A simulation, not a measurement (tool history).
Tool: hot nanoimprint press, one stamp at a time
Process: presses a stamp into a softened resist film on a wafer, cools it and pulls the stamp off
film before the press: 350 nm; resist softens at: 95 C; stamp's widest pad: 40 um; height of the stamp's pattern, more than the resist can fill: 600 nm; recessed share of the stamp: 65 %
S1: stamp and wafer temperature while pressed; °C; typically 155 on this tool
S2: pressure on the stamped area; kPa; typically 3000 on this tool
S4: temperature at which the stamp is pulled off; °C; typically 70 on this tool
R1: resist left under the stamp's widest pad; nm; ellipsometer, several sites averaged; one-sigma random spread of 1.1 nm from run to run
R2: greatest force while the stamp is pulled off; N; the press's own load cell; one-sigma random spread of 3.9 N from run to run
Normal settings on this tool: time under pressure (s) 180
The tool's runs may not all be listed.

{"run": 1, "hour": 0.0, "S1": 155, "S2": 3000, "time under pressure (s)": 180, "S4": 70, "R1": 166.7, "R2": 212}
{"run": 2, "hour": 29.3, "S1": 155, "S2": 3000, "time under pressure (s)": 180, "S4": 70, "R1": 166.9, "R2": 222}
{"run": 3, "hour": 69.2, "S1": 155, "S2": 3000, "time under pressure (s)": 259, "S4": 70, "R1": 147.8, "R2": 219}
{"hour": 103.3, "done": "stamp cleaned and given a new release coat"}
{"run": 4, "hour": 120.5, "S1": 163, "S2": 3000, "time under pressure (s)": 180, "S4": 70, "R1": 110.1, "R2": 192}
{"run": 5, "hour": 144.7, "S1": 163, "S2": 3000, "time under pressure (s)": 180, "S4": 70, "R1": 110.0, "R2": 190}
{"run": 6, "hour": 165.8, "S1": 155, "S2": 3000, "time under pressure (s)": 180, "S4": 70, "R1": 168.0, "R2": 206}
{"run": 7, "hour": 195.5, "S1": 155, "S2": 3000, "time under pressure (s)": 180, "S4": 70, "R1": 167.8, "R2": 199}
{"run": 8, "hour": 222.8, "S1": 155, "S2": 3000, "time under pressure (s)": 180, "S4": 76, "R1": 167.9, "R2": 183}
{"run": 9, "hour": 266.4, "S1": 155, "S2": 3000, "time under pressure (s)": 180, "S4": 76, "R1": 168.9, "R2": 176}
{"run": 10, "hour": 293.7, "S1": 155, "S2": 3000, "time under pressure (s)": 180, "S4": 76, "R1": 171.1, "R2": 176}
{"run": 11, "hour": 337.1, "S1": 155, "S2": 3000, "time under pressure (s)": 180, "S4": 65, "R1": 170.5, "R2": 232}
{"run": 12, "hour": 381.3, "S1": 155, "S2": 3000, "time under pressure (s)": 180, "S4": 70, "R1": 171.5, "R2": 209}
{"run": 13, "hour": 417.9, "S1": 155, "S2": 3250, "time under pressure (s)": 180, "S4": 70, "R1": 165.1, "R2": 216}
{"run": 14, "hour": 452.5, "S1": 155, "S2": 3200, "time under pressure (s)": 180, "S4": 70, "R1": 166.8, "R2": 217}
{"run": 15, "hour": 471.5, "S1": 155, "S2": 3200, "time under pressure (s)": 180, "S4": 70, "R1": 168.3, "R2": 226}
{"hour": 488.8, "done": "press's hydraulic seals changed and the load cell set to zero"}
{"run": 16, "hour": 518.5, "S1": 152, "S2": 3380, "time under pressure (s)": 279, "S4": 62, "R1": 163.0, "R2": 263}
{"hour": 526.9, "done": "stamp cleaned and given a new release coat"}
{"run": 17, "hour": 552.0, "S1": 160, "S2": 4360, "time under pressure (s)": 180, "S4": 70, "R1": 102.0, "R2": 202}
{"run": 18, "hour": 585.1, "S1": 163, "S2": 3360, "time under pressure (s)": 180, "S4": 70, "R1": 101.9, "R2": 200}
{"run": 19, "hour": 616.4, "S1": 163, "S2": 3360, "time under pressure (s)": 180, "S4": 70, "R1": 103.2, "R2": 202}
{"run": 20, "hour": 650.6, "S1": 163, "S2": 3360, "time under pressure (s)": 180, "S4": 70, "R1": 101.3, "R2": 201}
{"run": 21, "hour": 674.5, "S1": 145, "S2": 3000, "time under pressure (s)": 153, "S4": 62, "R1": 278.8, "R2": 230}
{"run": 22, "hour": 709.5, "S1": 145, "S2": 3000, "time under pressure (s)": 153, "S4": 62, "R1": 278.5, "R2": 243}
{"run": 23, "hour": 731.0, "S1": 145, "S2": 3000, "time under pressure (s)": 153, "S4": 62, "R1": 285.5, "R2": 250}
{"run": 24, "hour": 756.7, "S1": 155, "S2": 2770, "time under pressure (s)": 180, "S4": 70, "R1": 178.6, "R2": 210}
{"run": 25, "hour": 780.4, "S1": 156, "S2": 2770, "time under pressure (s)": 180, "S4": 61, "R1": 170.5, "R2": 251}
{"run": 26, "hour": 810.2, "S1": 155, "S2": 3000, "time under pressure (s)": 157, "S4": 68, "R1": 176.8, "R2": 228}
{"run": 27, "hour": 848.7, "S1": 157, "S2": 3000, "time under pressure (s)": 180, "S4": 57, "R1": 154.1, "R2": 278}
{"run": 28, "hour": 867.5, "S1": 167, "S2": 3000, "time under pressure (s)": 180, "S4": 72, "R1": 91.5, "R2": 209}
{"hour": 900.3, "done": "plate thermocouple calibrated"}
{"run": 29, "hour": 912.1, "S1": 158, "S2": 3000, "time under pressure (s)": 180, "S4": 69, "R1": 135.2, "R2": 211}

Alternative continuations, all from the tool just after run 29; predict every row:
{"hour": 947.5, "done": "stamp cleaned and given a new release coat"}
{"run": "A", "hour": 956.0, "S1": 158, "S2": 3000, "time under pressure (s)": 160, "S4": 74, "R1": "?", "R2": "?"}
{"hour": 947.5, "done": "stamp cleaned and given a new release coat"}
{"run": "B", "hour": 956.0, "S1": 155, "S2": 3000, "time under pressure (s)": 180, "S4": 63, "R1": "?", "R2": "?"}
{"hour": 947.5, "done": "stamp cleaned and given a new release coat"}
{"run": "C", "hour": 956.0, "S1": 158, "S2": 3530, "time under pressure (s)": 222, "S4": 69, "R1": "?", "R2": "?"}
{"hour": 947.5, "done": "stamp cleaned and given a new release coat"}
{"run": "D", "hour": 956.0, "S1": 162, "S2": 3000, "time under pressure (s)": 180, "S4": 69, "R1": "?", "R2": "?"}

run=A R1=142.1 R2=174
run=B R1=163.0 R2=218
run=C R1=113.4 R2=185
run=D R1=110.2 R2=194
Without the tool's unlogged condition, the same runs would have read:
run=A R1=141.7 R2=174
run=B R1=162.6 R2=218
run=C R1=113.0 R2=185
run=D R1=109.9 R2=194
